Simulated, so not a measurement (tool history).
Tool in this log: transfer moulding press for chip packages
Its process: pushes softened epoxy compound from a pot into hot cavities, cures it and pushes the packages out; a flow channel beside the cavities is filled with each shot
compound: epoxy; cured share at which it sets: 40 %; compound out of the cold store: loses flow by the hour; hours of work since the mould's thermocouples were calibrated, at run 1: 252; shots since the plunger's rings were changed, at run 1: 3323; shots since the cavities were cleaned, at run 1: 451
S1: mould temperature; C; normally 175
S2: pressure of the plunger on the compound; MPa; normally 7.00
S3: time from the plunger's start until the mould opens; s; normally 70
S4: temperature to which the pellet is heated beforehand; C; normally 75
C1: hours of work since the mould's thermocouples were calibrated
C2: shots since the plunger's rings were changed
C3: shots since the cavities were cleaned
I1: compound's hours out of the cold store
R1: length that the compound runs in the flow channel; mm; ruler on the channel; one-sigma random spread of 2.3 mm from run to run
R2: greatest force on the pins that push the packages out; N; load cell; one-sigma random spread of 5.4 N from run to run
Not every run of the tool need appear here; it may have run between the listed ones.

run	day	S1	S2	S3	S4	C1	C2	C3	I1	R1	R2
1	0.000	175	7.00	70	75	252	3323	451	31.9	548	175
# day 0.362: plunger's sealing rings changed
# day 0.833: cavities cleaned with cleaning compound and waxed
2	1.604	175	7.00	70	71	277	432	283	8.6	600	198
# day 2.879: cavities cleaned with cleaning compound and waxed
3	3.150	175	7.00	70	75	303	976	100	29.6	551	181
4	4.592	175	7.00	70	75	328	1503	627	46.0	519	180
# day 4.883: cavities cleaned with cleaning compound and waxed
5	5.600	178	7.00	70	75	345	1850	263	47.0	510	161
6	6.300	178	7.00	70	75	357	2105	518	33.9	540	173
# day 6.792: cavities cleaned with cleaning compound and waxed
7	7.762	178	7.00	70	75	382	2618	355	10.0	586	182
# day 8.708: cavities cleaned with cleaning compound and waxed
8	8.775	175	7.00	70	75	398	2965	25	21.6	573	183
9	9.533	175	7.00	70	75	412	3243	303	19.7	576	198
# day 10.179: plunger's sealing rings changed
10	10.417	175	7.00	70	75	425	88	588	39.6	532	181
# day 10.788: cavities cleaned with cleaning compound and waxed
11	11.221	175	7.00	70	75	438	360	159	40.5	530	182
12	12.350	175	7.00	70	75	458	773	572	35.7	541	181
# day 12.717: cavities cleaned with cleaning compound and waxed
13	13.375	175	7.00	70	69	475	1125	241	30.3	556	187
14	14.317	175	7.00	101	81	491	1469	585	12.4	596	155
# day 14.754: cavities cleaned with cleaning compound and waxed
15	15.296	175	7.00	101	81	507	1804	197	21.1	573	165
# day 16.671: cavities cleaned with cleaning compound and waxed
16	16.671	177	7.00	70	79	530	2285	0	35.7	533	169
17	17.979	177	5.77	103	79	553	2765	480	46.2	467	153
# day 18.604: cavities cleaned with cleaning compound and waxed
# day 18.779: mould's thermocouples calibrated
18	18.917	175	7.29	70	73	2	3054	84	27.7	569	174
# day 20.025: plunger's sealing rings changed
19	20.500	173	8.08	70	79	28	175	626	44.1	569	197
# day 20.767: cavities cleaned with cleaning compound and waxed
20	21.329	178	5.45	64	84	42	455	206	29.5	480	184
# day 22.750: cavities cleaned with cleaning compound and waxed
21	22.971	178	5.45	64	84	69	1032	79	10.1	526	185
22	24.046	178	5.45	64	84	88	1426	473	31.6	482	179
# day 24.754: cavities cleaned with cleaning compound and waxed
23	25.033	175	7.00	98	75	104	1764	101	36.8	538	144

Each row is a separate what-if for the run after 23, all from the same tool condition, not one after another. Results?
A	26.125	175	7.00	98	73	123	2164	501	37.9	?	?
B	26.125	171	7.00	98	75	123	2164	501	19.7	?	?
C	26.125	177	7.16	70	75	123	2164	501	44.4	?	?
D	26.125	179	7.00	70	85	123	2164	501	39.8	?	?

run	R1	R2
A	539	163
B	588	156
C	527	168
D	526	169
Without the tool's hidden state the same runs would have given:
run	R1	R2
A	540	161
B	588	154
C	527	166
D	526	168

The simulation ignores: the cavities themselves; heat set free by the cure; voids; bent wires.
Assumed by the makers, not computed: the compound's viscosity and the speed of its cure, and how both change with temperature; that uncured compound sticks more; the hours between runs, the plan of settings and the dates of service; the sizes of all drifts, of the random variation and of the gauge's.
